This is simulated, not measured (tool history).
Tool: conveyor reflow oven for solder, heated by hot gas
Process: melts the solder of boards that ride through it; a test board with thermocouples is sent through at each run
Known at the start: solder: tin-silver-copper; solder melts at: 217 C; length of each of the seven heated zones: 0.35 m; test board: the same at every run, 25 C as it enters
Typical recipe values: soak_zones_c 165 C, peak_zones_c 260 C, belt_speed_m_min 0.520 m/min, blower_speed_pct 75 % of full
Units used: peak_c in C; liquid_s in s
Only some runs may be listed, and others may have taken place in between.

run,day,soak_zones_c,peak_zones_c,belt_speed_m_min,blower_speed_pct,peak_c,liquid_s
1,0.000,165,260,0.520,75,243.4,50.2
2,0.454,165,260,0.520,75,243.0,50.4
3,0.938,165,260,0.520,75,243.5,49.8
4,1.462,165,260,0.520,75,243.2,50.1
5,2.054,165,260,0.520,75,242.8,50.2
6,2.512,165,260,0.520,75,243.1,50.4
7,2.846,165,260,0.520,75,243.1,49.7
8,3.292,165,260,0.520,75,242.7,49.9
9,3.746,165,260,0.520,75,242.8,49.7
10,4.029,165,260,0.520,84,244.5,52.0
11,4.308,165,260,0.520,75,242.7,49.3
12,4.838,165,260,0.520,75,242.6,49.5
13,5.088,165,260,0.520,75,242.9,49.8
14,5.421,165,260,0.520,75,242.8,49.4
15,5.829,165,260,0.520,75,242.9,49.3
16,6.112,165,260,0.474,75,245.3,58.0
17,6.417,165,263,0.496,55,241.6,48.8
18,6.675,153,272,0.477,76,254.0,61.4
19,7.117,153,272,0.477,76,253.6,61.5
20,7.446,153,272,0.477,76,253.9,61.1
21,7.971,157,260,0.520,89,243.6,48.7
22,8.467,155,260,0.520,75,240.3,44.0
23,8.808,165,260,0.520,87,244.4,51.9
24,9.358,165,260,0.520,87,244.3,52.3
25,9.950,177,260,0.531,88,245.5,56.4
26,10.504,165,260,0.611,63,232.8,29.1
27,11.000,165,260,0.611,63,232.9,29.0
28,11.271,165,260,0.589,82,239.2,38.9
29,11.700,179,269,0.546,81,251.5,59.6

3 ways to go on from here, each from the tool as it stands after run 29. What would each give?
A,12.012,172,260,0.547,75,?,?
B,12.012,152,269,0.511,85,?,?
C,12.012,158,268,0.459,75,?,?

run,peak_c,liquid_s
A,241.3,47.6
B,249.6,53.4
C,251.2,63.5
Had the tool no hidden state, the same runs would have come out as:
run,peak_c,liquid_s
A,244.2,50.2
B,252.9,55.7
C,254.2,65.5
